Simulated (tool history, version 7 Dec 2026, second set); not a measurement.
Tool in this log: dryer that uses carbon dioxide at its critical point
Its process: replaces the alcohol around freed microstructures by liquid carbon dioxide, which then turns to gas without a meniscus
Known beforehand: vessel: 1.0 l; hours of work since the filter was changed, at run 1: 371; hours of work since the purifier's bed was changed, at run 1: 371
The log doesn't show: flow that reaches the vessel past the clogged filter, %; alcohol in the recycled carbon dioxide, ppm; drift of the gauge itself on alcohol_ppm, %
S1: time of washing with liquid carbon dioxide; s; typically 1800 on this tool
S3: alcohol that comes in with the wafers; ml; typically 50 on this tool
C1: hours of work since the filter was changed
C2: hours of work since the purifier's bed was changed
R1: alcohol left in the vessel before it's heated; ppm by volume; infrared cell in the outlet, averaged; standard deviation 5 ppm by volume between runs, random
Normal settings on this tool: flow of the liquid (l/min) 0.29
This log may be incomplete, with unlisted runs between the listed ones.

{"run": 1, "hour": 0.0, "S1": 1800, "flow of the liquid (l/min)": 0.29, "S3": 50, "C1": 371, "C2": 371, "R1": 123}
{"hour": 24.1, "done": "inlet filter changed"}
{"run": 2, "hour": 35.6, "S1": 1800, "flow of the liquid (l/min)": 0.29, "S3": 50, "C1": 6, "C2": 388, "R1": 109}
{"run": 3, "hour": 66.7, "S1": 1200, "flow of the liquid (l/min)": 0.29, "S3": 50, "C1": 21, "C2": 403, "R1": 515}
{"run": 4, "hour": 107.1, "S1": 1200, "flow of the liquid (l/min)": 0.29, "S3": 50, "C1": 40, "C2": 423, "R1": 503}
{"run": 5, "hour": 159.2, "S1": 1800, "flow of the liquid (l/min)": 0.29, "S3": 50, "C1": 66, "C2": 448, "R1": 113}
{"run": 6, "hour": 195.7, "S1": 1380, "flow of the liquid (l/min)": 0.29, "S3": 50, "C1": 84, "C2": 466, "R1": 299}
{"run": 7, "hour": 231.8, "S1": 1800, "flow of the liquid (l/min)": 0.193, "S3": 50, "C1": 101, "C2": 484, "R1": 541}
{"run": 8, "hour": 268.6, "S1": 1800, "flow of the liquid (l/min)": 0.193, "S3": 50, "C1": 119, "C2": 502, "R1": 545}
{"run": 9, "hour": 317.2, "S1": 1800, "flow of the liquid (l/min)": 0.193, "S3": 50, "C1": 143, "C2": 525, "R1": 576}
{"run": 10, "hour": 372.7, "S1": 1800, "flow of the liquid (l/min)": 0.193, "S3": 50, "C1": 170, "C2": 552, "R1": 595}
{"run": 11, "hour": 407.9, "S1": 1800, "flow of the liquid (l/min)": 0.193, "S3": 50, "C1": 187, "C2": 569, "R1": 606}
{"run": 12, "hour": 434.8, "S1": 1800, "flow of the liquid (l/min)": 0.29, "S3": 52, "C1": 200, "C2": 582, "R1": 148}
{"run": 13, "hour": 461.9, "S1": 2100, "flow of the liquid (l/min)": 0.29, "S3": 52, "C1": 213, "C2": 596, "R1": 111}
{"run": 14, "hour": 515.2, "S1": 2100, "flow of the liquid (l/min)": 0.29, "S3": 52, "C1": 239, "C2": 622, "R1": 110}
{"run": 15, "hour": 578.0, "S1": 1800, "flow of the liquid (l/min)": 0.29, "S3": 50, "C1": 270, "C2": 652, "R1": 164}
{"run": 16, "hour": 619.9, "S1": 1800, "flow of the liquid (l/min)": 0.29, "S3": 50, "C1": 290, "C2": 673, "R1": 153}
{"run": 17, "hour": 658.6, "S1": 1800, "flow of the liquid (l/min)": 0.394, "S3": 50, "C1": 309, "C2": 691, "R1": 107}
{"run": 18, "hour": 724.2, "S1": 1800, "flow of the liquid (l/min)": 0.394, "S3": 50, "C1": 341, "C2": 723, "R1": 101}
{"run": 19, "hour": 759.1, "S1": 1800, "flow of the liquid (l/min)": 0.29, "S3": 50, "C1": 358, "C2": 740, "R1": 172}
{"run": 20, "hour": 802.2, "S1": 1800, "flow of the liquid (l/min)": 0.442, "S3": 50, "C1": 379, "C2": 761, "R1": 116}
{"hour": 809.7, "done": "inlet filter changed"}
{"run": 21, "hour": 835.7, "S1": 1800, "flow of the liquid (l/min)": 0.442, "S3": 50, "C1": 13, "C2": 777, "R1": 107}
{"run": 22, "hour": 879.0, "S1": 1800, "flow of the liquid (l/min)": 0.29, "S3": 33, "C1": 34, "C2": 798, "R1": 151}
{"run": 23, "hour": 928.1, "S1": 1800, "flow of the liquid (l/min)": 0.29, "S3": 33, "C1": 58, "C2": 822, "R1": 137}
{"run": 24, "hour": 979.6, "S1": 1800, "flow of the liquid (l/min)": 0.199, "S3": 60, "C1": 83, "C2": 847, "R1": 629}
{"run": 25, "hour": 1030.1, "S1": 1800, "flow of the liquid (l/min)": 0.199, "S3": 60, "C1": 107, "C2": 872, "R1": 615}
{"run": 26, "hour": 1078.9, "S1": 1800, "flow of the liquid (l/min)": 0.199, "S3": 60, "C1": 131, "C2": 895, "R1": 627}
{"run": 27, "hour": 1114.7, "S1": 1800, "flow of the liquid (l/min)": 0.199, "S3": 60, "C1": 148, "C2": 913, "R1": 654}
{"run": 28, "hour": 1153.5, "S1": 1740, "flow of the liquid (l/min)": 0.34, "S3": 46, "C1": 167, "C2": 932, "R1": 158}
{"run": 29, "hour": 1186.8, "S1": 1740, "flow of the liquid (l/min)": 0.34, "S3": 46, "C1": 184, "C2": 948, "R1": 167}
{"run": 30, "hour": 1217.3, "S1": 1740, "flow of the liquid (l/min)": 0.34, "S3": 46, "C1": 198, "C2": 963, "R1": 165}
{"run": 31, "hour": 1270.5, "S1": 1740, "flow of the liquid (l/min)": 0.224, "S3": 24, "C1": 224, "C2": 989, "R1": 281}
{"run": 32, "hour": 1305.1, "S1": 1740, "flow of the liquid (l/min)": 0.224, "S3": 24, "C1": 241, "C2": 1006, "R1": 291}
{"run": 33, "hour": 1365.6, "S1": 1620, "flow of the liquid (l/min)": 0.178, "S3": 24, "C1": 271, "C2": 1035, "R1": 724}
{"run": 34, "hour": 1401.6, "S1": 2640, "flow of the liquid (l/min)": 0.206, "S3": 32, "C1": 288, "C2": 1053, "R1": 172}
{"run": 35, "hour": 1447.2, "S1": 2640, "flow of the liquid (l/min)": 0.206, "S3": 32, "C1": 310, "C2": 1075, "R1": 184}
{"run": 36, "hour": 1479.5, "S1": 2280, "flow of the liquid (l/min)": 0.29, "S3": 85, "C1": 326, "C2": 1090, "R1": 170}
{"run": 37, "hour": 1538.5, "S1": 2280, "flow of the liquid (l/min)": 0.29, "S3": 77, "C1": 355, "C2": 1119, "R1": 180}
{"hour": 1559.3, "done": "purifier's bed changed"}
{"run": 38, "hour": 1571.5, "S1": 2100, "flow of the liquid (l/min)": 0.409, "S3": 74, "C1": 369, "C2": 6, "R1": 0}
{"hour": 1598.4, "done": "inlet filter changed"}
{"run": 39, "hour": 1599.1, "S1": 2100, "flow of the liquid (l/min)": 0.409, "S3": 74, "C1": 0, "C2": 19, "R1": 2}
{"run": 40, "hour": 1635.7, "S1": 2100, "flow of the liquid (l/min)": 0.449, "S3": 74, "C1": 18, "C2": 37, "R1": 8}
{"run": 41, "hour": 1678.4, "S1": 2460, "flow of the liquid (l/min)": 0.29, "S3": 69, "C1": 39, "C2": 58, "R1": 26}
{"run": 42, "hour": 1740.6, "S1": 1140, "flow of the liquid (l/min)": 0.306, "S3": 100, "C1": 69, "C2": 88, "R1": 959}
{"run": 43, "hour": 1769.3, "S1": 1800, "flow of the liquid (l/min)": 0.354, "S3": 50, "C1": 83, "C2": 102, "R1": 29}

Here are 4 independent what-if runs from the current tool condition. What would each one return?
{"run": "A", "hour": 1804.0, "S1": 1620, "flow of the liquid (l/min)": 0.354, "S3": 50, "C1": 100, "C2": 119, "R1": "?"}
{"run": "B", "hour": 1804.0, "S1": 2280, "flow of the liquid (l/min)": 0.296, "S3": 32, "C1": 100, "C2": 119, "R1": "?"}
{"run": "C", "hour": 1804.0, "S1": 1800, "flow of the liquid (l/min)": 0.354, "S3": 69, "C1": 100, "C2": 119, "R1": "?"}
{"run": "D", "hour": 1804.0, "S1": 1800, "flow of the liquid (l/min)": 0.29, "S3": 38, "C1": 100, "C2": 119, "R1": "?"}

run=A R1=45
run=B R1=18
run=C R1=40
run=D R1=64
The same runs, with their run-to-run variation unchanged, on a tool lacking any hidden condition would have given:
run=A R1=23
run=B R1=0
run=C R1=20
run=D R1=41

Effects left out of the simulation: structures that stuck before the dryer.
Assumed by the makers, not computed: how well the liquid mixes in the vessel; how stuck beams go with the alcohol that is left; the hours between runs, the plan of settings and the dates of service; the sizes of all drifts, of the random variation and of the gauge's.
